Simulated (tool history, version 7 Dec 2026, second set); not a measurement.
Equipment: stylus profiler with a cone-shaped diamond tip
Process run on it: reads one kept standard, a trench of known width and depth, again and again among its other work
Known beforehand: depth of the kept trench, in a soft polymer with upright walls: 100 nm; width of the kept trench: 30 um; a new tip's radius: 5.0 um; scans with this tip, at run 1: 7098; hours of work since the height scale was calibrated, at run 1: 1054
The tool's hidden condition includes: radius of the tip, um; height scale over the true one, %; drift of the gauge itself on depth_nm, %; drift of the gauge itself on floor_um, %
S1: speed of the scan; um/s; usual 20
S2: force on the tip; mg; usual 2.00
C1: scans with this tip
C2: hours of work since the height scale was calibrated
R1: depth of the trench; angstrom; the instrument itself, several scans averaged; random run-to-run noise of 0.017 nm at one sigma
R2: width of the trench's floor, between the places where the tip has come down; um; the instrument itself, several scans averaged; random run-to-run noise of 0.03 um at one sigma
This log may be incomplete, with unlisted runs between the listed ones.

run 1 hour=0.0 | S1=20 S2=2.00 | C1=7098 C2=1054 | R1=1014.9 R2=27.95
run 2 hour=34.2 | S1=20 S2=2.00 | C1=7265 C2=1079 | R1=1014.7 R2=27.93
run 3 hour=86.8 | S1=67 S2=2.00 | C1=7522 C2=1117 | R1=1014.5 R2=27.65
run 4 hour=125.0 | S1=14 S2=2.00 | C1=7708 C2=1145 | R1=1014.7 R2=27.94
run 5 hour=161.5 | S1=24 S2=2.00 | C1=7886 C2=1171 | R1=1014.7 R2=27.92
run 6 hour=187.7 | S1=24 S2=2.00 | C1=8013 C2=1190 | R1=1014.6 R2=27.94
run 7 hour=238.8 | S1=20 S2=2.00 | C1=8263 C2=1227 | R1=1014.6 R2=27.92
run 8 hour=284.9 | S1=62 S2=2.00 | C1=8487 C2=1261 | R1=1014.8 R2=27.67
run 9 hour=326.9 | S1=62 S2=2.00 | C1=8693 C2=1291 | R1=1014.7 R2=27.70
run 10 hour=363.9 | S1=62 S2=2.00 | C1=8873 C2=1318 | R1=1014.4 R2=27.69
run 11 hour=397.7 | S1=62 S2=2.00 | C1=9038 C2=1342 | R1=1015.0 R2=27.73
run 12 hour=448.0 | S1=20 S2=2.00 | C1=9283 C2=1379 | R1=1014.9 R2=27.93
run 13 hour=480.3 | S1=20 S2=2.00 | C1=9441 C2=1402 | R1=1014.9 R2=27.89
run 14 hour=540.5 | S1=20 S2=2.00 | C1=9734 C2=1446 | R1=1014.6 R2=27.89
-- hour=568.4 height scale calibrated on a step standard
run 15 hour=576.9 | S1=20 S2=1.16 | C1=9910 C2=6 | R1=1010.1 R2=27.90
run 16 hour=616.6 | S1=20 S2=1.84 | C1=10103 C2=35 | R1=1013.7 R2=27.88
run 17 hour=658.4 | S1=16 S2=2.00 | C1=10307 C2=65 | R1=1014.8 R2=27.94
run 18 hour=711.5 | S1=16 S2=2.00 | C1=10566 C2=104 | R1=1014.9 R2=27.92
run 19 hour=761.6 | S1=16 S2=2.00 | C1=10810 C2=140 | R1=1014.6 R2=27.93
run 20 hour=790.1 | S1=16 S2=1.37 | C1=10949 C2=161 | R1=1011.2 R2=27.93
run 21 hour=834.9 | S1=32 S2=0.75 | C1=11168 C2=193 | R1=1007.7 R2=27.69
run 22 hour=882.7 | S1=32 S2=0.75 | C1=11401 C2=228 | R1=1007.9 R2=27.73
run 23 hour=911.3 | S1=32 S2=0.75 | C1=11540 C2=248 | R1=1008.0 R2=27.79
run 24 hour=964.2 | S1=8 S2=0.92 | C1=11798 C2=287 | R1=1008.8 R2=27.98
run 25 hour=992.1 | S1=6 S2=3.81 | C1=11934 C2=307 | R1=1022.6 R2=28.01
run 26 hour=1026.4 | S1=37 S2=0.97 | C1=12101 C2=332 | R1=1008.9 R2=27.72
run 27 hour=1070.5 | S1=65 S2=4.06 | C1=12317 C2=364 | R1=1023.4 R2=27.74
run 28 hour=1126.6 | S1=65 S2=4.06 | C1=12590 C2=404 | R1=1023.6 R2=27.77
run 29 hour=1170.3 | S1=12 S2=2.23 | C1=12803 C2=436 | R1=1015.7 R2=27.91
run 30 hour=1212.5 | S1=24 S2=5.09 | C1=13009 C2=467 | R1=1027.4 R2=27.96
run 31 hour=1252.5 | S1=20 S2=2.83 | C1=13204 C2=496 | R1=1018.1 R2=27.91
run 32 hour=1299.4 | S1=56 S2=0.74 | C1=13433 C2=529 | R1=1007.5 R2=27.59
run 33 hour=1328.4 | S1=20 S2=1.27 | C1=13575 C2=551 | R1=1010.9 R2=27.90
run 34 hour=1366.7 | S1=45 S2=5.32 | C1=13761 C2=578 | R1=1028.2 R2=27.80
run 35 hour=1401.3 | S1=8 S2=1.29 | C1=13930 C2=603 | R1=1011.2 R2=27.88
run 36 hour=1426.8 | S1=13 S2=2.52 | C1=14054 C2=622 | R1=1017.1 R2=27.94

Across each entry between runs, compare the hidden state at the last listed run before it with the hidden state at the first listed run after it:
In the gap between runs 14 and 15: height scale calibrated on a step standard (hour 568.4)
  height scale over the true one, %: 0.005 -> 0

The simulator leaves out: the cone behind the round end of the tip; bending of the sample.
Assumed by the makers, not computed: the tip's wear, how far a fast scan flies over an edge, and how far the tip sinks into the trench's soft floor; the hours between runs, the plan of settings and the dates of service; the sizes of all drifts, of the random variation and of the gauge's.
